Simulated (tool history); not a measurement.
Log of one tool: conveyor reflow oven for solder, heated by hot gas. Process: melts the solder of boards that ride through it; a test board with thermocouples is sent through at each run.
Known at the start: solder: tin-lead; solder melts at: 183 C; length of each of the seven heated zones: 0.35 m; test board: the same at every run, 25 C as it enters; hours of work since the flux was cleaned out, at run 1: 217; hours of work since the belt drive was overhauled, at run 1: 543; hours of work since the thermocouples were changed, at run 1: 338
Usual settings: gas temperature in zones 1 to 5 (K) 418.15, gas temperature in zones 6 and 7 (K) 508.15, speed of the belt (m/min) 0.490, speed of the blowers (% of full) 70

run     day  gas temperature in zones 1 to 5 (K)  gas temperature in zones 6 and 7 (K)  speed of the belt (m/min)  speed of the blowers (% of full)  hours of work since the flux was cleaned out  hours of work since the belt drive was overhauled  hours of work since the thermocouples were changed  highest temperature of the board (K)  time above the solder's melting point (s)
  1   0.000                               418.15                                508.15                      0.490                                70                                           217                                                543                                                 338                                491.75                                       69.8
      0.750  -- flux residue cleaned out of gas plates and filters
  2   0.800                               418.15                                508.15                      0.490                                81                                             1                                                553                                                 348                                492.25                                       69.7
  3   1.992                               418.15                                508.15                      0.490                                70                                            20                                                572                                                 366                                490.65                                       67.4
  4   2.875                               418.15                                508.15                      0.490                                70                                            34                                                586                                                 380                                490.15                                       67.6
  5   3.871                               418.15                                508.15                      0.490                                70                                            49                                                601                                                 396                                490.85                                       67.0
  6   4.542                               418.15                                508.15                      0.490                                71                                            60                                                612                                                 407                                491.05                                       67.5
  7   5.417                               418.15                                508.15                      0.490                                71                                            74                                                626                                                 421                                490.35                                       67.3
      6.717  -- flux residue cleaned out of gas plates and filters, once more
  8   6.862                               418.15                                508.15                      0.490                                71                                             2                                                645                                                 440                                493.45                                       69.9
  9   7.738                               418.15                                508.15                      0.490                                71                                            16                                                659                                                 454                                492.35                                       70.8
 10   8.996                               418.15                                508.15                      0.490                                71                                            36                                                679                                                 474                                492.15                                       70.3
 11  10.192                               418.15                                508.15                      0.490                                71                                            55                                                698                                                 493                                493.25                                       70.0
 12  11.192                               418.15                                508.15                      0.490                                71                                            71                                                714                                                 509                                491.85                                       70.6
 13  12.112                               418.15                                508.15                      0.490                                71                                            85                                                728                                                 523                                492.25                                       69.2
 14  12.775                               426.15                                508.15                      0.490                                71                                            96                                                739                                                 534                                492.85                                       74.4
 15  13.842                               426.15                                508.15                      0.490                                71                                           113                                                756                                                 551                                492.65                                       74.3
 16  14.433                               426.15                                508.15                      0.490                                71                                           122                                                765                                                 560                                492.85                                       72.5
 17  15.550                               426.15                                508.15                      0.490                                71                                           140                                                783                                                 578                                492.75                                       73.8
 18  16.146                               431.15                                517.15                      0.408                                66                                           149                                                792                                                 587                                504.75                                      100.8
 19  16.821                               431.15                                517.15                      0.408                                66                                           160                                                803                                                 598                                504.15                                      100.4
 20  17.938                               431.15                                517.15                      0.408                                66                                           178                                                821                                                 615                                504.75                                      101.7
 21  18.938                               431.15                                517.15                      0.408                                66                                           193                                                836                                                 631                                505.05                                      101.0
 22  20.088                               431.15                                517.15                      0.408                                66                                           212                                                855                                                 649                                504.45                                      101.2
 23  20.846                               410.15                                506.15                      0.511                                70                                           224                                                867                                                 661                                485.35                                       58.5
     21.138  -- flux residue cleaned out of gas plates and filters
 24  22.379                               407.15                                500.15                      0.511                                79                                            20                                                887                                                 682                                483.55                                       55.9
 25  22.971                               430.15                                512.15                      0.427                                64                                            29                                                897                                                 692                                498.95                                       93.0
 26  23.621                               407.15                                512.15                      0.427                                64                                            39                                                907                                                 702                                496.95                                       79.4
 27  24.938                               407.15                                508.15                      0.490                                51                                            60                                                928                                                 723                                484.45                                       57.8
 28  25.950                               418.15                                500.15                      0.490                                86                                            76                                                944                                                 739                                486.45                                       66.4

Forecast each of these 4 alternatives for the next run:
  A  27.050                               418.15                                508.15                      0.490                                53                                            94                                                961                                                 756                                     ?                                          ?
  B  27.050                               418.15                                515.15                      0.490                                86                                            94                                                961                                                 756                                     ?                                          ?
  C  27.050                               415.15                                508.15                      0.398                                59                                            94                                                961                                                 756                                     ?                                          ?
  D  27.050                               418.15                                503.15                      0.490                                70                                            94                                                961                                                 756                                     ?                                          ?

run  highest temperature of the board (K)  time above the solder's melting point (s)
  A                                487.75                                       66.1
  B                                499.55                                       75.8
  C                                494.15                                       87.4
  D                                486.65                                       64.8
Without the tool's hidden state the same runs would have given:
run  highest temperature of the board (K)  time above the solder's melting point (s)
  A                                490.25                                       67.2
  B                                502.35                                       76.1
  C                                496.95                                       88.1
  D                                489.45                                       66.0
